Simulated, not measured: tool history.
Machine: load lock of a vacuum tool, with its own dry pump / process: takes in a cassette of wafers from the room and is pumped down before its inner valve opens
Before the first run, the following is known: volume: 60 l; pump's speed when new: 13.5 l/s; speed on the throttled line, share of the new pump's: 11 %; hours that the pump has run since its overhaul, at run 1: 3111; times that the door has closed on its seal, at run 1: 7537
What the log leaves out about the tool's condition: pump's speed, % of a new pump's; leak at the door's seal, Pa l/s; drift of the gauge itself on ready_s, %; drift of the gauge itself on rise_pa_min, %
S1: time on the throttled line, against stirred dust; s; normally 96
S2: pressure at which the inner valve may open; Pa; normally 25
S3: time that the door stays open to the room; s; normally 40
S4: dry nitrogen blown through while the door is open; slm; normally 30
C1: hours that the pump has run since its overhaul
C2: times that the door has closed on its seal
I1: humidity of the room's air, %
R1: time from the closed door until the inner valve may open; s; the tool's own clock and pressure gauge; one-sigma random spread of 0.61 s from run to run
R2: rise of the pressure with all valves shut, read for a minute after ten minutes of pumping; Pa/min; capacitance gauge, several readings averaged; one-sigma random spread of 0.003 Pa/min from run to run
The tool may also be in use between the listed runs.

{"run": 1, "day": 0.0, "S1": 96, "S2": 25, "S3": 40, "S4": 30, "C1": 3111, "C2": 7537, "I1": 46.5, "R1": 123, "R2": 0.013}
{"run": 2, "day": 15.625, "S1": 96, "S2": 25, "S3": 40, "S4": 30, "C1": 3486, "C2": 9299, "I1": 45.6, "R1": 122.1, "R2": 0.02}
{"run": 3, "day": 32.662, "S1": 96, "S2": 25, "S3": 40, "S4": 30, "C1": 3895, "C2": 11221, "I1": 44, "R1": 122.6, "R2": 0.02}
{"run": 4, "day": 52.442, "S1": 96, "S2": 25, "S3": 40, "S4": 30, "C1": 4369, "C2": 13452, "I1": 43.2, "R1": 122.5, "R2": 0.018}
{"run": 5, "day": 62.396, "S1": 96, "S2": 25, "S3": 40, "S4": 30, "C1": 4608, "C2": 14574, "I1": 45.9, "R1": 122.7, "R2": 0.019}
{"run": 6, "day": 83.871, "S1": 96, "S2": 22, "S3": 40, "S4": 30, "C1": 5124, "C2": 16996, "I1": 46.4, "R1": 123.1, "R2": 0.016}
{"run": 7, "day": 100.279, "S1": 96, "S2": 29, "S3": 40, "S4": 30, "C1": 5517, "C2": 18847, "I1": 45.2, "R1": 121.1, "R2": 0.018}
{"run": 8, "day": 123.929, "S1": 96, "S2": 25, "S3": 40, "S4": 30, "C1": 6085, "C2": 21514, "I1": 45.7, "R1": 122.5, "R2": 0.017}
{"day": 132.65, "done": "door's seal changed, seat wiped"}
{"run": 9, "day": 136.129, "S1": 96, "S2": 28, "S3": 40, "S4": 30, "C1": 6376, "C2": 392, "I1": 43.8, "R1": 121.9, "R2": 0.017}
{"run": 10, "day": 159.579, "S1": 96, "S2": 28, "S3": 40, "S4": 30, "C1": 6939, "C2": 3037, "I1": 47, "R1": 122.3, "R2": 0.014}
{"run": 11, "day": 169.712, "S1": 96, "S2": 36, "S3": 40, "S4": 30, "C1": 7182, "C2": 4180, "I1": 40.8, "R1": 120.8, "R2": 0.014}
{"run": 12, "day": 185.421, "S1": 96, "S2": 25, "S3": 40, "S4": 38, "C1": 7559, "C2": 5952, "I1": 46, "R1": 123.1, "R2": 0.012}
{"run": 13, "day": 208.346, "S1": 49, "S2": 21, "S3": 85, "S4": 9, "C1": 8109, "C2": 8537, "I1": 44.5, "R1": 81, "R2": 0.042}
{"run": 14, "day": 218.804, "S1": 49, "S2": 21, "S3": 131, "S4": 9, "C1": 8360, "C2": 9717, "I1": 45.6, "R1": 81.6, "R2": 0.055}
{"run": 15, "day": 238.45, "S1": 109, "S2": 29, "S3": 185, "S4": 12, "C1": 8832, "C2": 11933, "I1": 46.6, "R1": 134.4, "R2": 0.059}
{"run": 16, "day": 257.642, "S1": 109, "S2": 22, "S3": 185, "S4": 23, "C1": 9293, "C2": 14097, "I1": 44.3, "R1": 134.7, "R2": 0.04}
{"run": 17, "day": 268.017, "S1": 109, "S2": 22, "S3": 185, "S4": 23, "C1": 9542, "C2": 15267, "I1": 48.1, "R1": 133.9, "R2": 0.044}
{"day": 279.279, "done": "dry pump taken out, an overhauled one fitted"}
{"run": 18, "day": 291.679, "S1": 106, "S2": 22, "S3": 211, "S4": 23, "C1": 298, "C2": 17908, "I1": 44, "R1": 132.5, "R2": 0.045}
{"run": 19, "day": 305.746, "S1": 136, "S2": 25, "S3": 182, "S4": 30, "C1": 635, "C2": 19494, "I1": 44.4, "R1": 158, "R2": 0.04}
{"run": 20, "day": 326.983, "S1": 96, "S2": 25, "S3": 40, "S4": 10, "C1": 1145, "C2": 21890, "I1": 44.4, "R1": 121, "R2": 0.033}
{"day": 333.262, "done": "door's seal changed, seat wiped"}
{"run": 21, "day": 346.946, "S1": 91, "S2": 21, "S3": 173, "S4": 37, "C1": 1623, "C2": 1543, "I1": 45.2, "R1": 118.5, "R2": 0.027}
{"run": 22, "day": 360.817, "S1": 91, "S2": 21, "S3": 173, "S4": 37, "C1": 1955, "C2": 3107, "I1": 45.7, "R1": 119.3, "R2": 0.033}
{"run": 23, "day": 376.242, "S1": 136, "S2": 41, "S3": 138, "S4": 8, "C1": 2326, "C2": 4847, "I1": 43.1, "R1": 154.7, "R2": 0.049}

Each row is a separate what-if for the run after 23, all from the same tool condition, not one after another. Results?
{"run": "A", "day": 398.954, "S1": 96, "S2": 23, "S3": 40, "S4": 15, "C1": 2871, "C2": 7409, "I1": 44.8, "R1": "?", "R2": "?"}
{"run": "B", "day": 398.954, "S1": 142, "S2": 46, "S3": 98, "S4": 8, "C1": 2871, "C2": 7409, "I1": 46.8, "R1": "?", "R2": "?"}
{"run": "C", "day": 398.954, "S1": 136, "S2": 35, "S3": 138, "S4": 8, "C1": 2871, "C2": 7409, "I1": 43.6, "R1": "?", "R2": "?"}
{"run": "D", "day": 398.954, "S1": 136, "S2": 41, "S3": 138, "S4": 5, "C1": 2871, "C2": 7409, "I1": 46.9, "R1": "?", "R2": "?"}
{"run": "E", "day": 398.954, "S1": 59, "S2": 41, "S3": 138, "S4": 8, "C1": 2871, "C2": 7409, "I1": 41.7, "R1": "?", "R2": "?"}

run=A R1=123.1 R2=0.016
run=B R1=161.5 R2=0.051
run=C R1=156.1 R2=0.053
run=D R1=155.9 R2=0.072
run=E R1=86.9 R2=0.054
Without the tool's unlogged condition, the same runs would have read:
run=A R1=123.1 R2=0.015
run=B R1=161.5 R2=0.05
run=C R1=156.1 R2=0.053
run=D R1=155.9 R2=0.072
run=E R1=86.9 R2=0.053
